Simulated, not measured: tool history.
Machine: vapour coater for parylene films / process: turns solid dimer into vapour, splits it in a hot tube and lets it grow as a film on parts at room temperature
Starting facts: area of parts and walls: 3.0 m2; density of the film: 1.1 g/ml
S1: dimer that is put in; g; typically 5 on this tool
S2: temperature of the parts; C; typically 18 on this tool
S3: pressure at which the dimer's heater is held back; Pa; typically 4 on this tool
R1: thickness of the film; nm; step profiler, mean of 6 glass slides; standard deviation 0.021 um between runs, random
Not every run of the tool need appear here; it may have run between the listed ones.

run 1 hour=0 | S1=5 S2=18 S3=4 | R1=800
run 2 hour=53.1 | S1=5 S2=18 S3=4 | R1=800
run 3 hour=79.7 | S1=5 S2=18 S3=4 | R1=780
run 4 hour=104.6 | S1=5 S2=18 S3=4 | R1=750
run 5 hour=135.9 | S1=5 S2=18 S3=4 | R1=780
run 6 hour=178.1 | S1=5 S2=18 S3=4 | R1=760
run 7 hour=204.4 | S1=5 S2=18 S3=4 | R1=760
run 8 hour=255.1 | S1=5 S2=18 S3=4 | R1=730
run 9 hour=293.9 | S1=5 S2=18 S3=4 | R1=710
run 10 hour=332.2 | S1=5 S2=18 S3=4 | R1=740
run 11 hour=382.9 | S1=5 S2=14 S3=4 | R1=860
run 12 hour=433.8 | S1=5 S2=14 S3=4 | R1=850
run 13 hour=462.6 | S1=3 S2=19 S3=9.29 | R1=400
run 14 hour=504 | S1=3 S2=21 S3=6.2 | R1=330
run 15 hour=533.3 | S1=3 S2=21 S3=6.2 | R1=380
run 16 hour=575.8 | S1=3 S2=23 S3=6.93 | R1=350
-- hour=606.9 trap's valve overhauled
run 17 hour=613.6 | S1=3 S2=21 S3=2.63 | R1=430
run 18 hour=667.6 | S1=3 S2=21 S3=2.63 | R1=420
run 19 hour=718.9 | S1=3 S2=30 S3=8.3 | R1=280
run 20 hour=752.7 | S1=3 S2=30 S3=2.88 | R1=310
run 21 hour=792.3 | S1=4 S2=25 S3=8.41 | R1=420
run 22 hour=822.1 | S1=5 S2=11 S3=4.06 | R1=1050

What if the next run were any one of these 3? Each begins from the tool's condition after run 22:
run A hour=878.6 | S1=5 S2=11 S3=7.32 | R1=?
run B hour=878.6 | S1=5 S2=11 S3=9.87 | R1=?
run C hour=878.6 | S1=3 S2=11 S3=4.06 | R1=?

run=A R1=960
run=B R1=920
run=C R1=600
What these runs would have given with no unlogged condition in the tool:
run=A R1=1040
run=B R1=1000
run=C R1=650
